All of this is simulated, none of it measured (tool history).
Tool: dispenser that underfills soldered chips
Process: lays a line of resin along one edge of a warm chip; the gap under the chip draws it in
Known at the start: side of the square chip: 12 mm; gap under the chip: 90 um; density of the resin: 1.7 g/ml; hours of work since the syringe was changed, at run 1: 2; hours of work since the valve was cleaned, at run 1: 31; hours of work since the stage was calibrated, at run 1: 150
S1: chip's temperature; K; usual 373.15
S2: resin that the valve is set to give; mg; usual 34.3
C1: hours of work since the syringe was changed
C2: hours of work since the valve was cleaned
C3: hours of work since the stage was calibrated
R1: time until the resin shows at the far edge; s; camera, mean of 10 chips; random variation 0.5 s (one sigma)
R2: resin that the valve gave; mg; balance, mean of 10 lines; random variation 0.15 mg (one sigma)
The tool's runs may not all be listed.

run,hour,S1,S2,C1,C2,C3,R1,R2
1,0,373.15,34.3,2,31,150,45.2,33.21
2,3.5,373.15,34.3,4,33,152,49.2,32.87
3,7.5,372.15,34.3,7,36,155,56.4,32.96
# hour 9.9: new syringe of resin
4,15.8,372.15,34.3,4,41,160,49.7,32.68
# hour 23.2: new syringe of resin
5,23.4,363.15,34.3,0,46,165,65.1,32.66
6,29,373.15,33.3,4,50,169,47.5,31.42
7,33.9,374.15,42.8,7,53,172,51.6,40.33
# hour 35.8: new syringe of resin
8,41.7,365.15,30.4,4,58,177,69.6,28.43
9,46,365.15,30.4,7,61,180,76.3,28.79
# hour 49.1: new syringe of resin
10,50.6,365.15,30.4,1,63,183,63.1,28.27
11,56.9,365.15,30.4,5,68,187,72,27.93
# hour 61.8: new syringe of resin
12,62,361.15,31.4,0,71,190,73.1,28.94

The same runs without the tool's hidden state, with the same run-to-run variation:
The hidden state here: resin's viscosity, % of fresh resin's; dose that the valve gives, % of what is set; true chip temperature over the reading, C; drift of the gauge itself on fill_s, %; drift of the gauge itself on given_mg, %.
run,R1,R2
1,40.3,34.45
2,40.4,34.17
3,42.1,34.37
4,41.3,34.27
5,62.2,34.41
6,39.6,33.22
7,38.7,42.79
8,57.7,30.33
9,57.1,30.79
10,57.7,30.33
11,56.6,30.09
12,68.4,31.28

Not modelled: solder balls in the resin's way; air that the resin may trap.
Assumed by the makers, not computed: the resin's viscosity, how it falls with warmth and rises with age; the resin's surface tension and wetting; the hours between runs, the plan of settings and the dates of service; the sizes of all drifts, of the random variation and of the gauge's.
